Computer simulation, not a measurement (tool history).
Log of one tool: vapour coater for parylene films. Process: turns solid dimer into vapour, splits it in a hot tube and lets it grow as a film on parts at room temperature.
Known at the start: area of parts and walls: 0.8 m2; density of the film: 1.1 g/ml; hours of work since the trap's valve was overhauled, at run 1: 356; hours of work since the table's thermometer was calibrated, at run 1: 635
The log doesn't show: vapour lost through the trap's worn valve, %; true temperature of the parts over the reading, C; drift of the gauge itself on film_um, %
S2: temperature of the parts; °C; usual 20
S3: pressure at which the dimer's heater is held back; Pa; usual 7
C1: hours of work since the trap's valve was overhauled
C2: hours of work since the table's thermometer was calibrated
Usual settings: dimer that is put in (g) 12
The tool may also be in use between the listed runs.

Run 1, day 0: usual settings; C1 356; C2 635. Result: thickness of the film (nm) 8100.
Run 2, day 1.067: usual settings; C1 376; C2 655. Result: thickness of the film (nm) 8200.
Run 3, day 2.254: usual settings but S2 14 °C; C1 397; C2 676. Result: thickness of the film (nm) 9560.
Run 4, day 3.754: usual settings but dimer that is put in (g) 6; C1 425; C2 704. Result: thickness of the film (nm) 3990.
Run 5, day 5: usual settings but dimer that is put in (g) 6; C1 447; C2 726. Result: thickness of the film (nm) 4000.
At day 5.246: trap's valve overhauled.
Run 6, day 6.021: usual settings but dimer that is put in (g) 6; C1 14; C2 742. Result: thickness of the film (nm) 3820.
Run 7, day 7.454: usual settings but dimer that is put in (g) 6, S3 2.36 Pa; C1 40; C2 768. Result: thickness of the film (nm) 4860.
Run 8, day 8.55: usual settings but dimer that is put in (g) 5, S2 12 °C, S3 7.46 Pa; C1 60; C2 788. Result: thickness of the film (nm) 3840.
Run 9, day 9.804: usual settings but dimer that is put in (g) 16, S2 13 °C; C1 83; C2 811. Result: thickness of the film (nm) 12240.
Run 10, day 11.133: usual settings but dimer that is put in (g) 8; C1 107; C2 835. Result: thickness of the film (nm) 4970.
Run 11, day 12.575: usual settings but dimer that is put in (g) 14, S2 25 °C, S3 4.84 Pa; C1 133; C2 861. Result: thickness of the film (nm) 8320.
At day 13.162: trap's valve overhauled, once more.
Run 12, day 13.829: usual settings but dimer that is put in (g) 14, S2 25 °C, S3 4.84 Pa; C1 12; C2 881. Result: thickness of the film (nm) 9690.
Run 13, day 15.312: usual settings but dimer that is put in (g) 14, S2 25 °C, S3 4.84 Pa; C1 39; C2 908. Result: thickness of the film (nm) 9840.

Measured less the same run without the tool's hidden state. The same run-to-run variation is in both; the gauge's scatter may not be:
run  thickness of the film (nm)
  1                        -420
  2                        -460
  3                        -560
  4                        -250
  5                        -260
  6                        -510
  7                        -680
  8                        -540
  9                       -1790
 10                        -750
 11                       -1290
 12                        +290
 13                        +260

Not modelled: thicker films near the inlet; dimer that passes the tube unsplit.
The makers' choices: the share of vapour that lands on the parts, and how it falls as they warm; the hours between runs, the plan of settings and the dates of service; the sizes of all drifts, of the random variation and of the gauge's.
